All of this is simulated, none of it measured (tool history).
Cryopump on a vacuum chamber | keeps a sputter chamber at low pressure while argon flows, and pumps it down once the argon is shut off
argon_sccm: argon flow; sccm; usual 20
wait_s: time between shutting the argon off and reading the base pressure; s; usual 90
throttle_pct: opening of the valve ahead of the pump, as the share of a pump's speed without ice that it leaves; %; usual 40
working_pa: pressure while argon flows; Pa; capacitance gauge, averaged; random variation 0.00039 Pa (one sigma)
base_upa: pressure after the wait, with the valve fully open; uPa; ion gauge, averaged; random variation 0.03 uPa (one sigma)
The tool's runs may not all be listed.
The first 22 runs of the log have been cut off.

run	hour	argon_sccm	wait_s	throttle_pct	working_pa	base_upa
23	359	20	90	56	0.0589	1.7
24	369.1	15	241	56	0.044	0.86
25	380.2	15	241	42	0.0582	0.9
26	400.4	20	23	41	0.0789	5.42
27	418.3	22	213	15	0.2285	0.96
28	434.3	22	21	15	0.2292	5.88
29	457.8	17	56	19	0.1406	2.44
# hour 480.3: pump warmed up, emptied and cooled again
30	485.6	15	176	41	0.0556	1.01
31	504.4	15	31	42	0.0548	4.09
32	527.3	34	35	20	0.2598	3.64
33	552.2	30	33	50	0.0926	3.95
34	575.1	30	33	50	0.0925	3.92

Below are 4 alternative next runs, each starting from the tool's condition after run 34. Predict each:
A	591.4	27	37	26	?	?
B	591.4	27	33	24	?	?
C	591.4	20	90	39	?	?
D	591.4	28	76	50	?	?

run	working_pa	base_upa
A	0.1588	3.63
B	0.1729	3.9
C	0.0789	1.73
D	0.0863	1.95
What these runs would have given with no unlogged condition in the tool:
run	working_pa	base_upa
A	0.1573	3.45
B	0.1714	3.73
C	0.0779	1.56
D	0.0848	1.77
